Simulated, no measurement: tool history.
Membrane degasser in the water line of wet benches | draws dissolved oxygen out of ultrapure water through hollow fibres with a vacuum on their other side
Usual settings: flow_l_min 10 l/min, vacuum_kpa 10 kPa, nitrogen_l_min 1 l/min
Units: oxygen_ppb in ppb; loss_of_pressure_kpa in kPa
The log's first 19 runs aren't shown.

{"run": 20, "hour": 1036.3, "flow_l_min": 15, "vacuum_kpa": 14.6, "nitrogen_l_min": 1, "oxygen_ppb": 520.6, "loss_of_pressure_kpa": 95.81}
{"run": 21, "hour": 1100.5, "flow_l_min": 15, "vacuum_kpa": 8.9, "nitrogen_l_min": 1.56, "oxygen_ppb": 281.9, "loss_of_pressure_kpa": 96}
{"run": 22, "hour": 1160.6, "flow_l_min": 15, "vacuum_kpa": 8.9, "nitrogen_l_min": 1.56, "oxygen_ppb": 279.5, "loss_of_pressure_kpa": 96.44}
{"run": 23, "hour": 1197.3, "flow_l_min": 15, "vacuum_kpa": 22.2, "nitrogen_l_min": 1.56, "oxygen_ppb": 560, "loss_of_pressure_kpa": 95.72}
{"run": 24, "hour": 1245.3, "flow_l_min": 15, "vacuum_kpa": 22.2, "nitrogen_l_min": 1.56, "oxygen_ppb": 550.9, "loss_of_pressure_kpa": 96.26}
{"run": 25, "hour": 1294.3, "flow_l_min": 10, "vacuum_kpa": 9.6, "nitrogen_l_min": 0.77, "oxygen_ppb": 251.7, "loss_of_pressure_kpa": 63.92}
{"run": 26, "hour": 1362.0, "flow_l_min": 8, "vacuum_kpa": 9.6, "nitrogen_l_min": 0.46, "oxygen_ppb": 281.7, "loss_of_pressure_kpa": 51.2}
{"run": 27, "hour": 1391.8, "flow_l_min": 11, "vacuum_kpa": 10, "nitrogen_l_min": 1, "oxygen_ppb": 254.1, "loss_of_pressure_kpa": 71}

Forecast run 28:
{"run": 28, "hour": 1427.0, "flow_l_min": 11, "vacuum_kpa": 10, "nitrogen_l_min": 1, "oxygen_ppb": "?", "loss_of_pressure_kpa": "?"}

{"run 28": {"oxygen_ppb": 252.2, "loss_of_pressure_kpa": 70.96}}
Without the tool's hidden state the same run would have given oxygen_ppb 239.9 ppb, loss_of_pressure_kpa 69.15 kPa.

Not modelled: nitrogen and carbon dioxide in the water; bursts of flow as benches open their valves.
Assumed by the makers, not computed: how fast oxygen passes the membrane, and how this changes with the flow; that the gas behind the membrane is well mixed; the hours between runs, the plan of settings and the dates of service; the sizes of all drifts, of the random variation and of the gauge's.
